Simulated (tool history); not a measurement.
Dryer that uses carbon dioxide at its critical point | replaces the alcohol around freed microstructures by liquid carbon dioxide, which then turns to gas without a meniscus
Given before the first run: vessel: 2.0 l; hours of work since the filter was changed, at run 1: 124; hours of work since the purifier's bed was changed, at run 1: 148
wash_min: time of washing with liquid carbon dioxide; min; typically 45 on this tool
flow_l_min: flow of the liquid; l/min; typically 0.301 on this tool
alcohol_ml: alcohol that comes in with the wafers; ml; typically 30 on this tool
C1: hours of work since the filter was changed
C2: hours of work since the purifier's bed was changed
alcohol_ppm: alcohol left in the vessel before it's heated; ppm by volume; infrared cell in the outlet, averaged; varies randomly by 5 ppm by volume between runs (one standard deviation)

Run 1, hour 0.0: usual settings; C1 124; C2 148. Result: alcohol_ppm 96 ppm by volume.
Run 2, hour 14.6: usual settings but alcohol_ml 24 ml; C1 131; C2 155. Result: alcohol_ppm 90 ppm by volume.
Run 3, hour 34.2: usual settings but alcohol_ml 24 ml; C1 140; C2 164. Result: alcohol_ppm 99 ppm by volume.
Run 4, hour 65.2: usual settings; C1 154; C2 178. Result: alcohol_ppm 119 ppm by volume.
Run 5, hour 90.3: usual settings; C1 165; C2 190. Result: alcohol_ppm 113 ppm by volume.
Run 6, hour 107.9: usual settings; C1 174; C2 198. Result: alcohol_ppm 124 ppm by volume.
Run 7, hour 129.6: usual settings; C1 183; C2 208. Result: alcohol_ppm 128 ppm by volume.
Run 8, hour 162.8: usual settings but wash_min 71 min, flow_l_min 0.288 l/min; C1 199; C2 223. Result: alcohol_ppm 109 ppm by volume.
Run 9, hour 177.1: usual settings but wash_min 71 min, flow_l_min 0.288 l/min; C1 205; C2 229. Result: alcohol_ppm 110 ppm by volume.
Run 10, hour 211.1: usual settings but wash_min 27 min, flow_l_min 0.451 l/min; C1 221; C2 245. Result: alcohol_ppm 163 ppm by volume.

For each run, the measured value with the value that run would have given without the tool's hidden condition subtracted. The run-to-run variation is shared by both, the gauge scatter possibly not:
The hidden state here: flow that reaches the vessel past the clogged filter, %; alcohol in the recycled carbon dioxide, ppm; drift of the gauge itself on alcohol_ppm, %.
run  alcohol_ppm
  1          +71
  2          +74
  3          +79
  4          +86
  5          +93
  6          +94
  7          +99
  8         +100
  9         +100
 10         +126
